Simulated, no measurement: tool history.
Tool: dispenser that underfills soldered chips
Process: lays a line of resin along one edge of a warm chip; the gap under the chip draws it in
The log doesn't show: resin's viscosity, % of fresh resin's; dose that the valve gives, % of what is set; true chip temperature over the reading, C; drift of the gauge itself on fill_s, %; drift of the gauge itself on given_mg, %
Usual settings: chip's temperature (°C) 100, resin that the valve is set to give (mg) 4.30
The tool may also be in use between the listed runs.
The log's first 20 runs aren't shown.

run   hour  chip's temperature (°C)  resin that the valve is set to give (mg)  hours of work since the syringe was changed  hours of work since the valve was cleaned  hours of work since the stage was calibrated  time until the resin shows at the far edge (s)  resin that the valve gave (mg)
     181.1  -- new syringe of resin
 21  182.7                       90                                      4.45                                            1                                         46                                           353                                            12.0                            4.33
 22  189.9                      114                                      4.10                                            6                                         51                                           358                                             8.9                            3.98
     191.7  -- dispensing valve cleaned and set on the balance
     193.9  -- new syringe of resin
 23  203.3                      103                                      4.83                                            7                                          8                                           367                                            11.5                            4.78
     206.3  -- new syringe of resin
 24  216.4                       91                                      3.90                                            8                                         18                                           377                                            17.0                            3.84
     218.8  -- new syringe of resin
 25  229.5                       91                                      4.48                                            8                                         27                                           386                                            17.4                            4.39
     231.3  -- new syringe of resin
 26  237.5                       91                                      4.48                                            5                                         33                                           392                                            14.2                            4.43
     243.2  -- new syringe of resin
 27  245.8                      109                                      4.48                                            2                                         39                                           398                                             7.7                            4.37
 28  251.7                      109                                      4.48                                            6                                         43                                           402                                             9.9                            4.37
     255.6  -- new syringe of resin
 29  258.5                       86                                      4.30                                            2                                         48                                           407                                            13.6                            4.16
     264.4  -- dispensing valve cleaned and set on the balance
 30  266.5                       86                                      5.28                                            7                                          2                                           412                                            17.9                            5.29
     268.9  -- new syringe of resin
 31  273.4                       86                                      5.28                                            3                                          6                                           417                                            13.9                            5.27
     280.8  -- new syringe of resin
 32  280.8                       89                                      3.75                                            0                                         12                                           422                                            12.0                            3.73
 33  288.6                       89                                      3.75                                            6                                         17                                           428                                            16.9                            3.72
     292.9  -- new syringe of resin
 34  295.7                      111                                      5.41                                            2                                         22                                           433                                             7.0                            5.32

Forecast each of these 3 alternatives for the next run:
     304.6  -- new syringe of resin
  A  306.2                      107                                      5.41                                            1                                         30                                           440                                               ?                               ?
     304.6  -- new syringe of resin
  B  306.2                      111                                      5.14                                            1                                         30                                           440                                               ?                               ?
     304.6  -- new syringe of resin
  C  306.2                       92                                      4.97                                            1                                         30                                           440                                               ?                               ?

run  time until the resin shows at the far edge (s)  resin that the valve gave (mg)
  A                                             7.1                            5.34
  B                                             6.5                            4.98
  C                                            10.9                            4.88
Without the tool's hidden state the same runs would have given:
run  time until the resin shows at the far edge (s)  resin that the valve gave (mg)
  A                                             6.8                            5.44
  B                                             6.2                            5.07
  C                                            10.6                            4.97
